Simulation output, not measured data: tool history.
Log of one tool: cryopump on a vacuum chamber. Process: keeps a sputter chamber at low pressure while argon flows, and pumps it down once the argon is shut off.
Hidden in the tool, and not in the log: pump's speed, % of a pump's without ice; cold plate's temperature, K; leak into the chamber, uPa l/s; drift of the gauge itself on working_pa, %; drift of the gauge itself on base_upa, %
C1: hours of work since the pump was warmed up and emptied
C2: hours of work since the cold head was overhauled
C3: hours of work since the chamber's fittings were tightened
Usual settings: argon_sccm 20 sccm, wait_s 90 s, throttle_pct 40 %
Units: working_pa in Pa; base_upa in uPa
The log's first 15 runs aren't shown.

Run 16, hour 364.5: usual settings but throttle_pct 28 %; C1 43; C2 1015; C3 1433. Result: working_pa 0.0652 Pa, base_upa 0.65 uPa.
Run 17, hour 380.3: usual settings but throttle_pct 28 %; C1 54; C2 1026; C3 1444. Result: working_pa 0.0654 Pa, base_upa 0.66 uPa.
Run 18, hour 394.4: usual settings but throttle_pct 28 %; C1 64; C2 1036; C3 1454. Result: working_pa 0.0650 Pa, base_upa 0.63 uPa.
Run 19, hour 408.2: usual settings but argon_sccm 35 sccm; C1 73; C2 1045; C3 1463. Result: working_pa 0.0803 Pa, base_upa 0.61 uPa.
Run 20, hour 432.2: usual settings but wait_s 25 s, throttle_pct 49 %; C1 90; C2 1061; C3 1479. Result: working_pa 0.0383 Pa, base_upa 1.52 uPa.
Run 21, hour 460.5: usual settings but wait_s 25 s, throttle_pct 49 %; C1 109; C2 1081; C3 1499. Result: working_pa 0.0387 Pa, base_upa 1.49 uPa.
Run 22, hour 479.5: usual settings but wait_s 25 s, throttle_pct 49 %; C1 122; C2 1094; C3 1512. Result: working_pa 0.0385 Pa, base_upa 1.50 uPa.
Run 23, hour 506.2: usual settings but wait_s 44 s, throttle_pct 49 %; C1 140; C2 1112; C3 1530. Result: working_pa 0.0383 Pa, base_upa 1.03 uPa.
Run 24, hour 531.9: usual settings but argon_sccm 14 sccm; C1 158; C2 1130; C3 1548. Result: working_pa 0.0331 Pa, base_upa 0.65 uPa.
Run 25, hour 551.6: usual settings but argon_sccm 14 sccm; C1 171; C2 1143; C3 1561. Result: working_pa 0.0334 Pa, base_upa 0.69 uPa.
Run 26, hour 581.4: usual settings but argon_sccm 14 sccm; C1 192; C2 1163; C3 1581. Result: working_pa 0.0335 Pa, base_upa 0.67 uPa.
Run 27, hour 605.7: usual settings but argon_sccm 12 sccm, wait_s 260 s, throttle_pct 42 %; C1 208; C2 1180; C3 1598. Result: working_pa 0.0269 Pa, base_upa 0.47 uPa.
Run 28, hour 623.1: usual settings but argon_sccm 12 sccm, wait_s 260 s, throttle_pct 42 %; C1 220; C2 1192; C3 1610. Result: working_pa 0.0271 Pa, base_upa 0.46 uPa.
Run 29, hour 646.1: usual settings but argon_sccm 12 sccm, wait_s 260 s, throttle_pct 42 %; C1 236; C2 1208; C3 1626. Result: working_pa 0.0285 Pa, base_upa 0.45 uPa.
Run 30, hour 672.5: usual settings but throttle_pct 25 %; C1 254; C2 1226; C3 1644. Result: working_pa 0.0751 Pa, base_upa 0.71 uPa.
Run 31, hour 687.6: usual settings but throttle_pct 25 %; C1 264; C2 1236; C3 1654. Result: working_pa 0.0739 Pa, base_upa 0.69 uPa.
Run 32, hour 713.0: usual settings but throttle_pct 27 %; C1 282; C2 1253; C3 1671. Result: working_pa 0.0711 Pa, base_upa 0.67 uPa.
Run 33, hour 727.7: usual settings but throttle_pct 27 %; C1 292; C2 1264; C3 1682. Result: working_pa 0.0712 Pa, base_upa 0.68 uPa.
Run 34, hour 748.5: usual settings but throttle_pct 20 %; C1 306; C2 1278; C3 1696. Result: working_pa 0.0945 Pa, base_upa 0.68 uPa.

Forecast each of these 3 alternatives for the next run:
Run A, hour 777.2: usual settings but wait_s 179 s, throttle_pct 20 %; C1 326; C2 1297; C3 1715. Result: working_pa ?, base_upa ?.
Run B, hour 777.2: usual settings but argon_sccm 14 sccm, throttle_pct 31 %; C1 326; C2 1297; C3 1715. Result: working_pa ?, base_upa ?.
Run C, hour 777.2: usual settings but argon_sccm 16 sccm, wait_s 37 s, throttle_pct 45 %; C1 326; C2 1297; C3 1715. Result: working_pa ?, base_upa ?.

run  working_pa  base_upa
  A      0.0951      0.53
  B      0.0449      0.74
  C      0.0351      1.19
Without the tool's hidden state the same runs would have given:
run  working_pa  base_upa
  A      0.0901      0.32
  B      0.0414      0.53
  C      0.0312      0.98
